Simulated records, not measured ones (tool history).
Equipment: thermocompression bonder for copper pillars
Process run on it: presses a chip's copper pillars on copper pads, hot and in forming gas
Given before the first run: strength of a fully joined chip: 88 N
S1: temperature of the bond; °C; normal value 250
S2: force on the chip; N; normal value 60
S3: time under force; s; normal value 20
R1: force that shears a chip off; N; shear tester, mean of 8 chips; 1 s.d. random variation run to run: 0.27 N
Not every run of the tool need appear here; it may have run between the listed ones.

run,day,S1,S2,S3,R1
1,0.000,250,60,20,53.7
2,0.533,250,60,20,52.8
3,1.121,250,60,15,48.4
4,1.762,250,60,15,48.6
5,2.329,250,60,15,48.5
6,2.783,250,60,15,48.6
7,3.421,250,60,15,48.7
8,4.133,250,60,20,52.9
9,4.792,250,60,20,53.3
10,5.146,250,60,20,53.1
11,5.708,250,40,20,35.8
12,6.292,250,40,20,36.1
13,7.021,250,40,17,33.5
14,7.638,237,40,17,26.5
15,8.371,263,40,17,41.8
# day 8.500: force cell calibrated
16,8.883,250,60,20,53.0
17,9.246,250,60,20,53.2
# day 9.867: force cell calibrated, once more
18,9.867,225,60,20,34.3
19,10.475,225,60,20,34.4
20,10.888,225,60,20,34.2
21,11.283,271,60,20,65.6
22,11.600,279,66,24,75.0
23,11.958,220,61,56,45.6
24,12.425,242,48,36,45.4
25,13.175,242,48,36,45.7
26,13.746,249,60,19,50.1
27,14.421,248,60,19,49.0
28,14.912,246,72,19,55.7
29,15.608,237,89,20,58.4
30,16.212,237,89,20,59.4
31,16.542,244,55,44,55.8
32,16.950,244,55,44,55.6
# day 17.383: forming gas filter changed
33,17.471,250,48,20,45.0
34,17.817,272,60,29,75.1
35,18.483,254,45,50,58.9
36,18.892,238,45,50,47.5
37,19.479,223,49,14,23.9
38,19.846,223,49,14,24.0
39,20.342,243,53,21,44.8

3 options for the next run, each taken on its own from the tool as it stands now. Forecast them:
A,20.712,250,60,27,?
B,20.712,272,74,27,?
C,20.712,243,48,52,?

run,R1
A,59.8
B,79.7
C,54.6
Had the tool no hidden state, the same runs would have come out as:
run,R1
A,55.3
B,77.8
C,49.9
